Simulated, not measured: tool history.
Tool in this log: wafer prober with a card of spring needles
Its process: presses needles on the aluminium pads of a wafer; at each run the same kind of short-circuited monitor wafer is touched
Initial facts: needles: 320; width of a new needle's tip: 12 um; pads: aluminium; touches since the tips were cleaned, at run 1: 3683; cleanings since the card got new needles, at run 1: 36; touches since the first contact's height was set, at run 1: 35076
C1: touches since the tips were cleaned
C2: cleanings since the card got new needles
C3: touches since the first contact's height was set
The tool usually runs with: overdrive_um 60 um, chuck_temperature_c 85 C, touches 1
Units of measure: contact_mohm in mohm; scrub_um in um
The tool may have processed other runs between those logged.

Run 1, day 0.000: usual settings; C1 3683; C2 36; C3 35076. Result: contact_mohm 157 mohm, scrub_um 8.30 um.
At day 0.342: tips cleaned on abrasive film.
Run 2, day 0.829: usual settings; C1 3795; C2 37; C3 41469. Result: contact_mohm 161 mohm, scrub_um 8.28 um.
At day 1.217: tips cleaned on abrasive film.
Run 3, day 1.488: usual settings but chuck_temperature_c 71 C; C1 2088; C2 38; C3 46523. Result: contact_mohm 154 mohm, scrub_um 8.25 um.
Run 4, day 1.988: usual settings but chuck_temperature_c 40 C; C1 5973; C2 38; C3 50408. Result: contact_mohm 157 mohm, scrub_um 8.28 um.
At day 2.067: tips cleaned on abrasive film.
Run 5, day 2.758: usual settings but overdrive_um 52 um, chuck_temperature_c 40 C; C1 5361; C2 39; C3 56322. Result: contact_mohm 165 mohm, scrub_um 7.15 um.
At day 2.958: tips cleaned on abrasive film.
Run 6, day 3.621: usual settings but overdrive_um 52 um, chuck_temperature_c 40 C; C1 5129; C2 40; C3 62967. Result: contact_mohm 162 mohm, scrub_um 7.13 um.
At day 3.804: tips cleaned on abrasive film.
Run 7, day 4.392: usual settings but overdrive_um 52 um, chuck_temperature_c 40 C; C1 4551; C2 41; C3 68899. Result: contact_mohm 161 mohm, scrub_um 7.11 um.
At day 4.650: tips cleaned on abrasive film.
Run 8, day 5.242: usual settings but overdrive_um 52 um, chuck_temperature_c 40 C; C1 4584; C2 42; C3 75454. Result: contact_mohm 158 mohm, scrub_um 7.17 um.
At day 5.529: tips cleaned on abrasive film.
Run 9, day 6.029: usual settings; C1 3870; C2 43; C3 81505. Result: contact_mohm 159 mohm, scrub_um 8.25 um.
At day 6.375: tips cleaned on abrasive film.
Run 10, day 6.917: usual settings; C1 4165; C2 44; C3 88339. Result: contact_mohm 161 mohm, scrub_um 8.24 um.
At day 7.229: tips cleaned on abrasive film.
Run 11, day 7.775: usual settings; C1 4223; C2 45; C3 94953. Result: contact_mohm 161 mohm, scrub_um 8.25 um.

Expected results for the next run?
At day 8.058: tips cleaned on abrasive film.
Run 12, day 8.588: usual settings but overdrive_um 56 um, chuck_temperature_c 108 C; C1 4107; C2 46; C3 101232. Result: contact_mohm ?, scrub_um ?.

Logged for run 12: contact_mohm 164 mohm, scrub_um 7.66 um.
Take away the tool's hidden state, keep the run-to-run variation as it was, and the same run would have given contact_mohm 146 mohm, scrub_um 7.75 um.
